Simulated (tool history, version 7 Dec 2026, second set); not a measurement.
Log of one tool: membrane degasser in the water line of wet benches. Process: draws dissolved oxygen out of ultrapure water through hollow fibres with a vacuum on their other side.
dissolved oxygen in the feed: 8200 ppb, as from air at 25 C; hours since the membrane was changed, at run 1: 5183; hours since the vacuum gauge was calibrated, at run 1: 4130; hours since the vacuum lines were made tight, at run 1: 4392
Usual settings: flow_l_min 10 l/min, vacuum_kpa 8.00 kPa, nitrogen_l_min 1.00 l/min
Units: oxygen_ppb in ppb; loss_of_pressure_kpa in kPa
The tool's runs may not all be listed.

run      day  flow_l_min  vacuum_kpa  nitrogen_l_min  hours since the membrane was changed  hours since the vacuum gauge was calibrated  hours since the vacuum lines were made tight  oxygen_ppb  loss_of_pressure_kpa
  1    0.000          10        8.00            1.00                                  5183                                         4130                                          4392       234.1                 30.50
  2    6.442          10        8.00            1.00                                  5338                                         4284                                          4546       238.1                 30.75
  3   12.696          10        8.00            1.61                                  5488                                         4434                                          4696       198.6                 30.64
  4   20.712          10        8.00            1.61                                  5680                                         4627                                          4889       199.0                 30.53
  5   30.588          10        8.00            1.61                                  5917                                         4864                                          5126       200.4                 30.36
  6   37.479          10        8.00            1.61                                  6083                                         5029                                          5291       207.1                 30.47
  7   43.533          10        8.00            1.61                                  6228                                         5174                                          5436       204.8                 30.70
  8   51.783          10        8.00            1.61                                  6426                                         5372                                          5634       204.6                 30.81
  9   60.858          10        8.00            1.00                                  6644                                         5590                                          5852       251.1                 31.04
 10   68.488          10        8.00            1.00                                  6827                                         5773                                          6035       257.2                 31.01
 11   73.679          10        8.00            0.52                                  6952                                         5898                                          6160       345.1                 30.84
 12   77.975          10        8.00            2.46                                  7055                                         6001                                          6263       183.0                 30.88
 13   82.258          10        8.00            2.46                                  7158                                         6104                                          6366       186.4                 31.10
 14   87.988          10        8.00            2.46                                  7295                                         6241                                          6503       180.3                 31.02
 15   92.842          10        8.00            1.00                                  7412                                         6358                                          6620       257.3                 30.86
 16  101.092           8        5.50            1.00                                  7610                                         6556                                          6818       132.0                 25.20
 17  106.458           8        5.50            1.00                                  7738                                         6685                                          6947       133.3                 24.85
 18  111.354           8        7.34            1.27                                  7856                                         6802                                          7064       150.0                 24.93
     114.667  -- seals of the vacuum lines changed
 19  121.154          10        8.00            1.26                                  8089                                         7035                                           156       235.7                 31.58
 20  125.300          16        8.00            1.06                                  8189                                         7135                                           255       518.4                 50.19
     131.308  -- vacuum gauge calibrated
 21  134.767          10       15.74            1.00                                  8415                                           83                                           482       426.6                 31.34
 22  139.717          10       15.74            1.00                                  8534                                          202                                           601       423.0                 31.30
 23  145.358          10        9.96            1.83                                  8669                                          337                                           736       231.7                 31.64
 24  149.754          10        9.96            1.83                                  8775                                          443                                           842       232.9                 31.22
 25  157.371          10        8.00            0.63                                  8958                                          625                                          1024       314.8                 31.41
 26  164.950          10        7.94            0.45                                  9140                                          807                                          1206       368.8                 31.50
 27  174.238           9       11.74            2.62                                  9363                                         1030                                          1429       188.9                 28.24
 28  180.162          14        5.16            2.35                                  9505                                         1172                                          1571       328.0                 44.81
 29  186.154          10        9.09            1.73                                  9649                                         1316                                          1715       227.7                 32.18

Hidden state or all else? Some run-to-run changes of oxygen_ppb, split into what the settings, what came in and random variation would give without the hidden state, and what is left for the hidden state (with any gauge scatter that isn't in both results):
The hidden state here: membrane still open, %; true pressure behind the membrane over the reading, kPa; air that leaks in behind the membrane, l/min; drift of the gauge itself on oxygen_ppb, %; drift of the gauge itself on loss_of_pressure_kpa, %.
Run 19 -> 20: flow_l_min 10 -> 16, nitrogen_l_min 1.26 -> 1.06. oxygen_ppb +282.7 ppb: hidden state +46.7, all else +236.0.
Run 20 -> 21: flow_l_min 16 -> 10, vacuum_kpa 8.00 -> 15.74, nitrogen_l_min 1.06 -> 1.00, vacuum gauge calibrated. oxygen_ppb -91.8 ppb: hidden state -50.9, all else -40.9.
Run 22 -> 23: vacuum_kpa 15.74 -> 9.96, nitrogen_l_min 1.00 -> 1.83. oxygen_ppb -191.3 ppb: hidden state +1.8, all else -193.1.
